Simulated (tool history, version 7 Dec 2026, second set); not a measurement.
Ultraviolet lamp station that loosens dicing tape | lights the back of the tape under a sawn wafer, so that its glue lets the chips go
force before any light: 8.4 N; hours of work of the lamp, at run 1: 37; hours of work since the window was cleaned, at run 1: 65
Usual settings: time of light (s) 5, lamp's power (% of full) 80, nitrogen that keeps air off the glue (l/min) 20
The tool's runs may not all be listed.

run,hour,time of light (s),lamp's power (% of full),nitrogen that keeps air off the glue (l/min),hours of work of the lamp,hours of work since the window was cleaned,force that peels the tape off (N),light that reached the tape (J/m2)
1,0.0,5,80,20,37,65,1.134,2710
2,12.3,5,84,20,45,73,1.112,2840
3,28.8,5,84,20,56,84,1.074,2830
4,37.4,6,80,20,62,90,0.877,3230
5,45.9,6,80,20,67,96,0.833,3200
6,57.6,6,80,20,75,103,0.879,3230
7,66.0,5,80,20,81,109,1.226,2640
8,74.5,5,80,10,86,115,1.949,2670
9,85.9,5,80,10,94,122,2.001,2650
10,94.9,5,80,10,100,128,1.967,2630
11,106.8,5,80,10,108,136,1.893,2650
12,124.1,5,80,20,119,148,1.289,2590
13,136.3,5,80,20,128,156,1.312,2640
14,150.9,5,80,20,137,166,1.342,2600
15,161.6,5,80,20,144,173,1.326,2550
16,168.9,7,80,20,149,178,0.713,3530
17,176.3,7,80,20,154,183,0.712,3560
18,186.4,7,80,20,161,189,0.723,3510
19,197.1,7,80,20,168,196,0.720,3500

Forecast run 20:
20,206.1,5,80,20,174,202,?,?

force that peels the tape off (N): 1.348
light that reached the tape (J/m2): 2510
Without the tool's hidden state the same run would have given force that peels the tape off (N) 1.090, light that reached the tape (J/m2) 2840.
